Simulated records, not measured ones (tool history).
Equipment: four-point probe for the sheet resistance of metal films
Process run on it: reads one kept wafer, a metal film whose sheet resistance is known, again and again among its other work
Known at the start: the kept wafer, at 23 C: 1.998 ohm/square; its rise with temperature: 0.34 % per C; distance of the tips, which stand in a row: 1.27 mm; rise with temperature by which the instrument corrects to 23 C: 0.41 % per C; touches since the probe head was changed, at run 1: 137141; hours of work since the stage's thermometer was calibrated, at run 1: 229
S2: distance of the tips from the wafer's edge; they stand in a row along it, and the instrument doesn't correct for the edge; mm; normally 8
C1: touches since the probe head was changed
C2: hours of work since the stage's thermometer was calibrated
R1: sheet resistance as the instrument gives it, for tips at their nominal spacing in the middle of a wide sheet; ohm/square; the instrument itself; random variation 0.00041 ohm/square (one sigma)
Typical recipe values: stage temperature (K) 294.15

{"run": 1, "hour": 0.0, "stage temperature (K)": 294.15, "S2": 8, "C1": 137141, "C2": 229, "R1": 2.02656}
{"run": 2, "hour": 8.4, "stage temperature (K)": 294.15, "S2": 8, "C1": 137489, "C2": 233, "R1": 2.027527}
{"run": 3, "hour": 19.4, "stage temperature (K)": 301.15, "S2": 8, "C1": 137944, "C2": 238, "R1": 2.018679}
{"run": 4, "hour": 29.4, "stage temperature (K)": 294.15, "S2": 17, "C1": 138361, "C2": 243, "R1": 2.006229}
{"run": 5, "hour": 40.2, "stage temperature (K)": 294.15, "S2": 17, "C1": 138806, "C2": 248, "R1": 2.005986}
{"run": 6, "hour": 53.8, "stage temperature (K)": 294.15, "S2": 10, "C1": 139372, "C2": 255, "R1": 2.017155}
{"run": 7, "hour": 65.3, "stage temperature (K)": 294.15, "S2": 10, "C1": 139848, "C2": 260, "R1": 2.017275}
{"run": 8, "hour": 77.0, "stage temperature (K)": 294.15, "S2": 8, "C1": 140335, "C2": 266, "R1": 2.027534}
{"run": 9, "hour": 90.0, "stage temperature (K)": 294.15, "S2": 8, "C1": 140874, "C2": 272, "R1": 2.026388}
{"run": 10, "hour": 101.7, "stage temperature (K)": 294.15, "S2": 8, "C1": 141357, "C2": 277, "R1": 2.027838}
{"run": 11, "hour": 117.2, "stage temperature (K)": 294.15, "S2": 8, "C1": 142002, "C2": 285, "R1": 2.02724}
{"run": 12, "hour": 127.0, "stage temperature (K)": 294.15, "S2": 8, "C1": 142406, "C2": 289, "R1": 2.026753}
{"hour": 130.0, "done": "new probe head fitted"}
{"run": 13, "hour": 137.8, "stage temperature (K)": 294.15, "S2": 8, "C1": 327, "C2": 294, "R1": 2.027611}
{"run": 14, "hour": 152.8, "stage temperature (K)": 304.15, "S2": 8, "C1": 949, "C2": 301, "R1": 2.015327}
{"run": 15, "hour": 163.6, "stage temperature (K)": 304.15, "S2": 8, "C1": 1395, "C2": 306, "R1": 2.014913}
{"run": 16, "hour": 175.8, "stage temperature (K)": 304.15, "S2": 8, "C1": 1902, "C2": 312, "R1": 2.014348}
{"run": 17, "hour": 182.9, "stage temperature (K)": 304.15, "S2": 4, "C1": 2195, "C2": 315, "R1": 2.091313}
{"run": 18, "hour": 194.1, "stage temperature (K)": 304.15, "S2": 4, "C1": 2659, "C2": 321, "R1": 2.090277}
{"run": 19, "hour": 204.9, "stage temperature (K)": 304.15, "S2": 38, "C1": 3106, "C2": 326, "R1": 1.989407}
{"run": 20, "hour": 213.1, "stage temperature (K)": 304.15, "S2": 38, "C1": 3448, "C2": 330, "R1": 1.989591}
{"run": 21, "hour": 221.2, "stage temperature (K)": 294.15, "S2": 8, "C1": 3785, "C2": 334, "R1": 2.026922}
{"run": 22, "hour": 229.6, "stage temperature (K)": 294.15, "S2": 8, "C1": 4131, "C2": 338, "R1": 2.027548}
{"run": 23, "hour": 245.1, "stage temperature (K)": 296.15, "S2": 8, "C1": 4775, "C2": 345, "R1": 2.02463}
{"run": 24, "hour": 254.1, "stage temperature (K)": 299.15, "S2": 24, "C1": 5146, "C2": 349, "R1": 1.997001}
{"run": 25, "hour": 265.1, "stage temperature (K)": 296.15, "S2": 17, "C1": 5605, "C2": 354, "R1": 2.003865}
{"run": 26, "hour": 278.3, "stage temperature (K)": 294.15, "S2": 68, "C1": 6151, "C2": 361, "R1": 2.001693}
{"run": 27, "hour": 287.7, "stage temperature (K)": 294.15, "S2": 4, "C1": 6540, "C2": 365, "R1": 2.103802}
{"run": 28, "hour": 301.3, "stage temperature (K)": 294.15, "S2": 70, "C1": 7104, "C2": 372, "R1": 2.000749}
{"run": 29, "hour": 313.5, "stage temperature (K)": 296.15, "S2": 5, "C1": 7611, "C2": 377, "R1": 2.065325}
{"run": 30, "hour": 320.9, "stage temperature (K)": 302.15, "S2": 32, "C1": 7919, "C2": 381, "R1": 1.992565}
{"run": 31, "hour": 331.6, "stage temperature (K)": 304.15, "S2": 31, "C1": 8361, "C2": 386, "R1": 1.989719}
{"run": 32, "hour": 340.3, "stage temperature (K)": 299.15, "S2": 45, "C1": 8723, "C2": 390, "R1": 1.994555}
{"run": 33, "hour": 351.8, "stage temperature (K)": 306.15, "S2": 6, "C1": 9199, "C2": 395, "R1": 2.032637}
{"run": 34, "hour": 362.7, "stage temperature (K)": 294.15, "S2": 73, "C1": 9650, "C2": 401, "R1": 2.001244}
{"run": 35, "hour": 371.4, "stage temperature (K)": 293.15, "S2": 11, "C1": 10011, "C2": 405, "R1": 2.017019}
{"run": 36, "hour": 381.1, "stage temperature (K)": 293.15, "S2": 6, "C1": 10413, "C2": 409, "R1": 2.048541}
{"run": 37, "hour": 396.5, "stage temperature (K)": 295.15, "S2": 3, "C1": 11052, "C2": 417, "R1": 2.173698}
{"run": 38, "hour": 405.3, "stage temperature (K)": 294.15, "S2": 20, "C1": 11417, "C2": 421, "R1": 2.004807}
{"run": 39, "hour": 413.6, "stage temperature (K)": 298.15, "S2": 5, "C1": 11759, "C2": 425, "R1": 2.06321}
{"run": 40, "hour": 426.7, "stage temperature (K)": 295.15, "S2": 13, "C1": 12302, "C2": 431, "R1": 2.009009}
{"run": 41, "hour": 442.7, "stage temperature (K)": 293.15, "S2": 67, "C1": 12967, "C2": 438, "R1": 2.001808}
{"run": 42, "hour": 452.9, "stage temperature (K)": 299.15, "S2": 11, "C1": 13390, "C2": 443, "R1": 2.008855}
{"run": 43, "hour": 462.0, "stage temperature (K)": 299.15, "S2": 11, "C1": 13770, "C2": 448, "R1": 2.008548}
{"run": 44, "hour": 475.7, "stage temperature (K)": 296.15, "S2": 18, "C1": 14334, "C2": 454, "R1": 2.00277}
{"run": 45, "hour": 492.1, "stage temperature (K)": 294.15, "S2": 9, "C1": 15018, "C2": 462, "R1": 2.02175}

Describe how what the log doesn't record of the tool's condition differs between the last listed run preceding each entry between runs and the first listed run following it.
Run 12 -> run 13: new probe head fitted (hour 130.0)
  inner tips' distance over the nominal, %: -0.008 -> -0.001

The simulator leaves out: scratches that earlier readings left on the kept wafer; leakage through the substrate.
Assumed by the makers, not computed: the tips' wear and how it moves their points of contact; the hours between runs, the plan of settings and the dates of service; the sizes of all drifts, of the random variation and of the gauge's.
